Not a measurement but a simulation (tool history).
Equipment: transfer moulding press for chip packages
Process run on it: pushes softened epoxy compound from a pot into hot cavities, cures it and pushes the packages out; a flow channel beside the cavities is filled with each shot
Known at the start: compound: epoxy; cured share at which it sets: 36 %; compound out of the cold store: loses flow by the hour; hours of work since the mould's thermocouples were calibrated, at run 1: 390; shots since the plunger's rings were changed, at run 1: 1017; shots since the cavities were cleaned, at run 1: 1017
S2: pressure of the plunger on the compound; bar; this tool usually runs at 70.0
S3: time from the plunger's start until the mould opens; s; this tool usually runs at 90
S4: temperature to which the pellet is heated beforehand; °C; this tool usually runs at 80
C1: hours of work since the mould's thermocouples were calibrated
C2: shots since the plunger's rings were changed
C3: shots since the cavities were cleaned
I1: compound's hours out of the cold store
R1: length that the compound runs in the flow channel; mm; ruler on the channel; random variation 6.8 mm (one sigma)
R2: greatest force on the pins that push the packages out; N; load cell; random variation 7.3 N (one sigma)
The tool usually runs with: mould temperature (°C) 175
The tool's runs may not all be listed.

{"run": 1, "hour": 0.0, "mould temperature (°C)": 175, "S2": 70.0, "S3": 90, "S4": 80, "C1": 390, "C2": 1017, "C3": 1017, "I1": 29.3, "R1": 693, "R2": 625}
{"hour": 10.2, "done": "cavities cleaned with cleaning compound and waxed"}
{"run": 2, "hour": 16.0, "mould temperature (°C)": 175, "S2": 70.0, "S3": 90, "S4": 80, "C1": 397, "C2": 1164, "C3": 59, "I1": 38.6, "R1": 678, "R2": 340}
{"run": 3, "hour": 33.2, "mould temperature (°C)": 175, "S2": 70.0, "S3": 90, "S4": 80, "C1": 405, "C2": 1339, "C3": 234, "I1": 8.4, "R1": 741, "R2": 469}
{"run": 4, "hour": 55.0, "mould temperature (°C)": 176, "S2": 70.0, "S3": 90, "S4": 80, "C1": 416, "C2": 1561, "C3": 456, "I1": 40.5, "R1": 680, "R2": 469}
{"run": 5, "hour": 75.7, "mould temperature (°C)": 175, "S2": 70.0, "S3": 90, "S4": 71, "C1": 426, "C2": 1772, "C3": 667, "I1": 9.1, "R1": 744, "R2": 607}
{"run": 6, "hour": 92.9, "mould temperature (°C)": 175, "S2": 70.0, "S3": 90, "S4": 80, "C1": 434, "C2": 1947, "C3": 842, "I1": 23.2, "R1": 707, "R2": 632}
{"run": 7, "hour": 111.6, "mould temperature (°C)": 175, "S2": 70.0, "S3": 90, "S4": 80, "C1": 443, "C2": 2137, "C3": 1032, "I1": 43.0, "R1": 675, "R2": 631}
{"hour": 120.2, "done": "cavities cleaned with cleaning compound and waxed"}
{"run": 8, "hour": 133.8, "mould temperature (°C)": 175, "S2": 70.0, "S3": 90, "S4": 80, "C1": 453, "C2": 2348, "C3": 139, "I1": 43.6, "R1": 667, "R2": 371}
{"run": 9, "hour": 146.2, "mould temperature (°C)": 175, "S2": 70.0, "S3": 90, "S4": 80, "C1": 458, "C2": 2474, "C3": 265, "I1": 30.2, "R1": 692, "R2": 430}
{"run": 10, "hour": 163.0, "mould temperature (°C)": 175, "S2": 70.0, "S3": 90, "S4": 80, "C1": 467, "C2": 2646, "C3": 437, "I1": 34.6, "R1": 679, "R2": 506}
{"run": 11, "hour": 181.5, "mould temperature (°C)": 175, "S2": 70.0, "S3": 90, "S4": 80, "C1": 475, "C2": 2834, "C3": 625, "I1": 25.4, "R1": 689, "R2": 586}
{"run": 12, "hour": 201.7, "mould temperature (°C)": 175, "S2": 70.0, "S3": 90, "S4": 80, "C1": 485, "C2": 3040, "C3": 831, "I1": 29.0, "R1": 677, "R2": 607}
{"run": 13, "hour": 220.1, "mould temperature (°C)": 169, "S2": 80.1, "S3": 92, "S4": 77, "C1": 494, "C2": 3227, "C3": 1018, "I1": 10.9, "R1": 777, "R2": 994}
{"hour": 230.2, "done": "cavities cleaned with cleaning compound and waxed"}
{"run": 14, "hour": 240.4, "mould temperature (°C)": 171, "S2": 55.8, "S3": 92, "S4": 77, "C1": 503, "C2": 3418, "C3": 104, "I1": 46.3, "R1": 582, "R2": 473}
{"run": 15, "hour": 262.8, "mould temperature (°C)": 179, "S2": 63.7, "S3": 102, "S4": 86, "C1": 513, "C2": 3646, "C3": 332, "I1": 37.1, "R1": 623, "R2": 307}
{"run": 16, "hour": 275.0, "mould temperature (°C)": 179, "S2": 63.7, "S3": 102, "S4": 86, "C1": 519, "C2": 3771, "C3": 457, "I1": 29.4, "R1": 641, "R2": 348}
{"run": 17, "hour": 286.1, "mould temperature (°C)": 179, "S2": 63.7, "S3": 102, "S4": 86, "C1": 524, "C2": 3883, "C3": 569, "I1": 18.5, "R1": 652, "R2": 370}
{"run": 18, "hour": 302.2, "mould temperature (°C)": 175, "S2": 84.1, "S3": 99, "S4": 70, "C1": 532, "C2": 4048, "C3": 734, "I1": 16.8, "R1": 762, "R2": 525}
{"run": 19, "hour": 316.5, "mould temperature (°C)": 168, "S2": 84.1, "S3": 99, "S4": 70, "C1": 539, "C2": 4193, "C3": 879, "I1": 28.9, "R1": 745, "R2": 849}
{"run": 20, "hour": 325.9, "mould temperature (°C)": 168, "S2": 84.1, "S3": 99, "S4": 70, "C1": 543, "C2": 4289, "C3": 975, "I1": 28.7, "R1": 751, "R2": 878}
{"run": 21, "hour": 335.1, "mould temperature (°C)": 168, "S2": 84.1, "S3": 99, "S4": 70, "C1": 548, "C2": 4383, "C3": 1069, "I1": 28.5, "R1": 757, "R2": 894}
{"hour": 340.0, "done": "cavities cleaned with cleaning compound and waxed"}
{"run": 22, "hour": 348.1, "mould temperature (°C)": 168, "S2": 84.1, "S3": 99, "S4": 78, "C1": 553, "C2": 4499, "C3": 82, "I1": 17.0, "R1": 766, "R2": 481}

What if the next run were any one of these 4? Each begins from the tool's condition after run 22:
{"run": "A", "hour": 360.7, "mould temperature (°C)": 171, "S2": 87.2, "S3": 116, "S4": 78, "C1": 559, "C2": 4628, "C3": 211, "I1": 32.1, "R1": "?", "R2": "?"}
{"run": "B", "hour": 360.7, "mould temperature (°C)": 175, "S2": 57.0, "S3": 88, "S4": 87, "C1": 559, "C2": 4628, "C3": 211, "I1": 13.1, "R1": "?", "R2": "?"}
{"run": "C", "hour": 360.7, "mould temperature (°C)": 168, "S2": 84.1, "S3": 93, "S4": 78, "C1": 559, "C2": 4628, "C3": 211, "I1": 12.2, "R1": "?", "R2": "?"}
{"run": "D", "hour": 360.7, "mould temperature (°C)": 168, "S2": 68.6, "S3": 99, "S4": 78, "C1": 559, "C2": 4628, "C3": 211, "I1": 29.3, "R1": "?", "R2": "?"}

run=A R1=749 R2=326
run=B R1=628 R2=451
run=C R1=776 R2=728
run=D R1=668 R2=579
The same runs, with their run-to-run variation unchanged, on a tool lacking any hidden condition would have given:
run=A R1=812 R2=226
run=B R1=681 R2=301
run=C R1=841 R2=491
run=D R1=724 R2=390
